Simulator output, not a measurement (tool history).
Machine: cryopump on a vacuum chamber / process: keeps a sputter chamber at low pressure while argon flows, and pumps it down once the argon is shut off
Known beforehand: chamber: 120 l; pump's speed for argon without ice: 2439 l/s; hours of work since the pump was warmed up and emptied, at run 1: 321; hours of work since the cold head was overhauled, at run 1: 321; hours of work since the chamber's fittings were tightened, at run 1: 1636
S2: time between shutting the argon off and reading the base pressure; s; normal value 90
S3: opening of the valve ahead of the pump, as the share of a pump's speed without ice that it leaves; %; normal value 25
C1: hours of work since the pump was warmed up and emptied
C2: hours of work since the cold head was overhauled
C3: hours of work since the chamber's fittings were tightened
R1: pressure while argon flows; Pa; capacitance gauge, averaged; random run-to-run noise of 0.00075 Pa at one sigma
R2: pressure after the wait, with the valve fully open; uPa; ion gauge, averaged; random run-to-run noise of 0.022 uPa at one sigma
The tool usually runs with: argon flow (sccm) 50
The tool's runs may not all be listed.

run 1 hour=0.0 | argon_flow_(sccm)=50 S2=90 S3=25 | C1=321 C2=321 C3=1636 | R1=0.1435 R2=1.18
run 2 hour=20.2 | argon_flow_(sccm)=50 S2=90 S3=25 | C1=331 C2=331 C3=1646 | R1=0.1445 R2=1.15
run 3 hour=40.7 | argon_flow_(sccm)=50 S2=90 S3=25 | C1=341 C2=341 C3=1656 | R1=0.1430 R2=1.21
run 4 hour=52.5 | argon_flow_(sccm)=50 S2=90 S3=25 | C1=347 C2=347 C3=1662 | R1=0.1431 R2=1.18
run 5 hour=70.2 | argon_flow_(sccm)=50 S2=90 S3=25 | C1=356 C2=356 C3=1671 | R1=0.1438 R2=1.18
run 6 hour=84.5 | argon_flow_(sccm)=50 S2=90 S3=25 | C1=364 C2=364 C3=1679 | R1=0.1454 R2=1.19
run 7 hour=105.2 | argon_flow_(sccm)=50 S2=90 S3=25 | C1=374 C2=374 C3=1689 | R1=0.1455 R2=1.16
run 8 hour=124.1 | argon_flow_(sccm)=50 S2=90 S3=25 | C1=384 C2=384 C3=1699 | R1=0.1450 R2=1.21
run 9 hour=140.9 | argon_flow_(sccm)=50 S2=90 S3=36 | C1=393 C2=393 C3=1708 | R1=0.1032 R2=1.25
run 10 hour=158.1 | argon_flow_(sccm)=50 S2=90 S3=36 | C1=401 C2=401 C3=1717 | R1=0.1039 R2=1.21
run 11 hour=175.2 | argon_flow_(sccm)=80 S2=90 S3=25 | C1=410 C2=410 C3=1725 | R1=0.2327 R2=1.25
run 12 hour=184.4 | argon_flow_(sccm)=80 S2=90 S3=25 | C1=415 C2=415 C3=1730 | R1=0.2357 R2=1.27
run 13 hour=199.1 | argon_flow_(sccm)=50 S2=90 S3=25 | C1=422 C2=422 C3=1737 | R1=0.1454 R2=1.24
run 14 hour=211.2 | argon_flow_(sccm)=50 S2=25 S3=25 | C1=429 C2=429 C3=1744 | R1=0.1464 R2=2.48
run 15 hour=226.2 | argon_flow_(sccm)=50 S2=25 S3=25 | C1=436 C2=436 C3=1751 | R1=0.1464 R2=2.47
run 16 hour=241.0 | argon_flow_(sccm)=56 S2=37 S3=28 | C1=444 C2=444 C3=1759 | R1=0.1479 R2=1.95
run 17 hour=253.3 | argon_flow_(sccm)=32 S2=90 S3=25 | C1=450 C2=450 C3=1765 | R1=0.0944 R2=1.27
run 18 hour=272.3 | argon_flow_(sccm)=32 S2=90 S3=25 | C1=460 C2=460 C3=1775 | R1=0.0925 R2=1.28
run 19 hour=288.5 | argon_flow_(sccm)=32 S2=90 S3=25 | C1=468 C2=468 C3=1783 | R1=0.0952 R2=1.25
run 20 hour=299.1 | argon_flow_(sccm)=32 S2=90 S3=25 | C1=474 C2=474 C3=1789 | R1=0.0935 R2=1.28
run 21 hour=315.5 | argon_flow_(sccm)=39 S2=36 S3=25 | C1=482 C2=482 C3=1797 | R1=0.1140 R2=1.99
run 22 hour=328.6 | argon_flow_(sccm)=39 S2=36 S3=25 | C1=489 C2=489 C3=1804 | R1=0.1147 R2=2.02
run 23 hour=347.3 | argon_flow_(sccm)=82 S2=42 S3=35 | C1=498 C2=498 C3=1813 | R1=0.1759 R2=1.79
run 24 hour=368.5 | argon_flow_(sccm)=50 S2=90 S3=30 | C1=509 C2=509 C3=1824 | R1=0.1250 R2=1.33
run 25 hour=378.8 | argon_flow_(sccm)=40 S2=143 S3=38 | C1=514 C2=514 C3=1829 | R1=0.0812 R2=1.14
run 26 hour=395.3 | argon_flow_(sccm)=40 S2=143 S3=38 | C1=523 C2=523 C3=1838 | R1=0.0808 R2=1.13
run 27 hour=417.0 | argon_flow_(sccm)=51 S2=90 S3=46 | C1=534 C2=534 C3=1849 | R1=0.0877 R2=1.39
run 28 hour=432.3 | argon_flow_(sccm)=51 S2=24 S3=46 | C1=542 C2=542 C3=1857 | R1=0.0873 R2=2.60
run 29 hour=442.3 | argon_flow_(sccm)=51 S2=200 S3=46 | C1=547 C2=547 C3=1862 | R1=0.0876 R2=1.08
run 30 hour=461.8 | argon_flow_(sccm)=100 S2=200 S3=46 | C1=557 C2=557 C3=1872 | R1=0.1716 R2=1.06

Here are 4 independent what-if runs from the current tool condition. What would each one return?
run A hour=482.5 | argon_flow_(sccm)=100 S2=74 S3=44 | C1=568 C2=568 C3=1883 | R1=? R2=?
run B hour=482.5 | argon_flow_(sccm)=58 S2=200 S3=28 | C1=568 C2=568 C3=1883 | R1=? R2=?
run C hour=482.5 | argon_flow_(sccm)=100 S2=203 S3=27 | C1=568 C2=568 C3=1883 | R1=? R2=?
run D hour=482.5 | argon_flow_(sccm)=100 S2=241 S3=46 | C1=568 C2=568 C3=1883 | R1=? R2=?

run=A R1=0.1778 R2=1.41
run=B R1=0.1555 R2=1.09
run=C R1=0.2761 R2=1.07
run=D R1=0.1713 R2=1.07
Stripped of hidden state, with their random variation kept, the same runs would have yielded:
run=A R1=0.1562 R2=0.65
run=B R1=0.1430 R2=0.31
run=C R1=0.2546 R2=0.31
run=D R1=0.1498 R2=0.31
